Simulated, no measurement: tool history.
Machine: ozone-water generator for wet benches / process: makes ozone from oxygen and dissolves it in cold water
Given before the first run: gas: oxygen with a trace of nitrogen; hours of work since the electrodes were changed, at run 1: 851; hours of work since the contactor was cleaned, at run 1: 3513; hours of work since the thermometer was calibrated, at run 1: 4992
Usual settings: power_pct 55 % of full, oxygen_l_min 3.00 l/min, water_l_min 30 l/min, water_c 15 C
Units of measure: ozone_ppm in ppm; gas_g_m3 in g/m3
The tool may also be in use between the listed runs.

run	day	power_pct	oxygen_l_min	water_l_min	water_c	hours of work since the electrodes were changed	hours of work since the contactor was cleaned	hours of work since the thermometer was calibrated	ozone_ppm	gas_g_m3
1	0.000	55	3.00	30	15	851	3513	4992	11.7	188.2
2	1.862	55	3.00	30	15	879	3541	5020	11.9	188.4
3	4.762	55	2.12	30	15	923	3585	5064	11.1	240.3
4	8.192	55	2.12	30	15	974	3637	5116	11.2	240.2
5	9.958	93	3.00	30	15	1001	3664	5143	16.6	266.4
6	12.829	93	3.00	30	15	1044	3707	5186	16.7	269.1
7	16.179	93	3.00	30	15	1095	3758	5237	16.8	267.3
8	18.767	55	3.00	30	15	1134	3797	5276	11.7	189.7
9	21.779	55	3.00	30	15	1180	3842	5321	11.9	190.3
10	23.454	55	3.00	30	15	1205	3868	5347	11.7	192.2
11	25.838	55	2.64	30	15	1241	3904	5383	11.6	207.9
12	28.654	55	2.64	30	15	1284	3946	5425	11.5	208.5
13	30.146	55	2.64	30	15	1306	3969	5448	11.6	208.8
14	32.729	55	2.64	30	15	1345	4008	5487	11.7	209.3
15	35.096	55	4.43	30	15	1381	4043	5523	12.2	146.4
16	37.750	55	2.80	30	15	1421	4083	5563	11.8	201.3
17	39.475	66	3.91	21	14	1447	4110	5589	19.1	180.0
18	42.554	68	3.91	21	23	1494	4156	5635	17.4	185.0
19	45.746	68	3.91	21	23	1542	4204	5683	17.5	182.8
20	47.792	59	5.38	27	14	1573	4235	5714	14.2	136.1
21	49.688	78	3.00	26	15	1601	4264	5743	17.3	243.7
22	52.092	82	2.44	36	11	1638	4300	5779	12.4	287.5
23	53.954	66	3.00	30	15	1666	4328	5807	13.5	218.4
# day 55.892: gauge calibrated
24	56.562	66	3.00	30	15	1705	4368	5847	13.2	214.6
25	58.492	74	3.01	30	15	1734	4397	5876	14.5	228.3
# day 59.838: water thermometer calibrated
26	60.512	74	1.83	35	8	1765	4427	10	11.4	320.5
27	62.129	74	1.83	33	8	1789	4452	35	12.3	320.0
28	64.229	55	2.88	21	15	1821	4483	66	16.9	192.8
29	66.483	55	3.00	26	15	1855	4517	100	13.8	189.7
30	68.271	49	3.00	38	15	1882	4544	127	8.2	175.7
31	71.746	75	5.30	30	10	1934	4597	180	15.5	157.9
32	75.046	75	4.38	30	15	1984	4647	230	14.7	179.4

Forecast each of these 5 alternatives for the next run:
A	76.800	68	4.38	30	15	2011	4673	256	?	?
B	76.800	47	4.38	30	15	2011	4673	256	?	?
C	76.800	55	3.00	30	19	2011	4673	256	?	?
D	76.800	42	3.11	25	15	2011	4673	256	?	?
E	76.800	43	3.00	44	15	2011	4673	256	?	?

run	ozone_ppm	gas_g_m3
A	14.0	166.7
B	10.9	131.6
C	11.3	191.5
D	11.8	158.0
E	6.5	162.0
Without the tool's unlogged condition, the same runs would have read:
run	ozone_ppm	gas_g_m3
A	14.1	165.1
B	10.9	130.3
C	11.3	189.6
D	11.8	156.4
E	6.5	160.3
